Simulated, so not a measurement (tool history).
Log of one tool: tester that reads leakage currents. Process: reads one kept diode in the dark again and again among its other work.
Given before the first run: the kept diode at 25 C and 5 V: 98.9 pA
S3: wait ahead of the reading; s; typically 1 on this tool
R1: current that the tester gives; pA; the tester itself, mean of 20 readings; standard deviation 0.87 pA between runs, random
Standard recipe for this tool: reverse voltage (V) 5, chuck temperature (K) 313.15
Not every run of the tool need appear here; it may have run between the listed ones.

Run 1, hour 0: usual settings. Result: R1 306.22 pA.
Run 2, hour 23.3: usual settings but S3 1.96 s. Result: R1 307.11 pA.
Run 3, hour 38.4: usual settings. Result: R1 308.06 pA.
Run 4, hour 63.8: usual settings. Result: R1 307.22 pA.
Run 5, hour 76.5: usual settings. Result: R1 305.76 pA.
Run 6, hour 103.1: usual settings but chuck temperature (K) 297.15. Result: R1 100.05 pA.
Run 7, hour 121.5: usual settings but chuck temperature (K) 297.15. Result: R1 99.56 pA.
Run 8, hour 139.6: usual settings but chuck temperature (K) 297.15. Result: R1 100.12 pA.
Run 9, hour 166.7: usual settings but S3 1.27 s. Result: R1 308.25 pA.
Run 10, hour 182: usual settings but chuck temperature (K) 324.15, S3 1.27 s. Result: R1 631.4 pA.
Run 11, hour 199.5: usual settings but chuck temperature (K) 324.15, S3 1.27 s. Result: R1 629.84 pA.
Run 12, hour 219.2: usual settings but chuck temperature (K) 312.15. Result: R1 287.11 pA.
Run 13, hour 238.7: usual settings but chuck temperature (K) 312.15. Result: R1 288.08 pA.
Run 14, hour 256.8: usual settings but reverse voltage (V) 3.68, chuck temperature (K) 317.15, S3 1.54 s. Result: R1 362.64 pA.
Run 15, hour 279.3: usual settings but reverse voltage (V) 14.95, chuck temperature (K) 319.15, S3 0.74 s. Result: R1 677.43 pA.
Run 16, hour 297.2: usual settings but chuck temperature (K) 297.15, S3 4.06 s. Result: R1 99.95 pA.
Run 17, hour 310.7: usual settings but chuck temperature (K) 297.15, S3 4.06 s. Result: R1 99.85 pA.
Run 18, hour 335: usual settings but chuck temperature (K) 331.15, S3 0.85 s. Result: R1 981.92 pA.
Run 19, hour 350.6: usual settings but reverse voltage (V) 14.06. Result: R1 447.22 pA.
Run 20, hour 363.2: usual settings but reverse voltage (V) 14.06. Result: R1 444.67 pA.
Run 21, hour 389.8: usual settings but reverse voltage (V) 18.57, chuck temperature (K) 325.15, S3 7.17 s. Result: R1 1070.8 pA.
Run 22, hour 407.2: usual settings but reverse voltage (V) 17.63, chuck temperature (K) 317.15, S3 0.79 s. Result: R1 632.69 pA.
Run 23, hour 436.7: usual settings but reverse voltage (V) 17.63, chuck temperature (K) 317.15, S3 0.79 s. Result: R1 633.85 pA.

Forecast each of these 5 alternatives for the next run:
Run A, hour 465.6: usual settings but reverse voltage (V) 17.4, chuck temperature (K) 317.15, S3 6.35 s. Result: R1 ?.
Run B, hour 465.6: usual settings but reverse voltage (V) 2.42, chuck temperature (K) 308.15. Result: R1 ?.
Run C, hour 465.6: usual settings but reverse voltage (V) 3.78, chuck temperature (K) 317.15, S3 6.2 s. Result: R1 ?.
Run D, hour 465.6: usual settings but reverse voltage (V) 17.63, chuck temperature (K) 317.15, S3 2.43 s. Result: R1 ?.
Run E, hour 465.6: usual settings but reverse voltage (V) 1.26, chuck temperature (K) 323.15, S3 8.23 s. Result: R1 ?.

run      R1
  A   625.4
  B  171.91
  C  368.17
  D  631.95
  E  369.03
With the hidden condition removed and each run's random variation left untouched, the same runs would have given:
run      R1
  A  581.79
  B  159.67
  C  343.54
  D  587.95
  E  345.65

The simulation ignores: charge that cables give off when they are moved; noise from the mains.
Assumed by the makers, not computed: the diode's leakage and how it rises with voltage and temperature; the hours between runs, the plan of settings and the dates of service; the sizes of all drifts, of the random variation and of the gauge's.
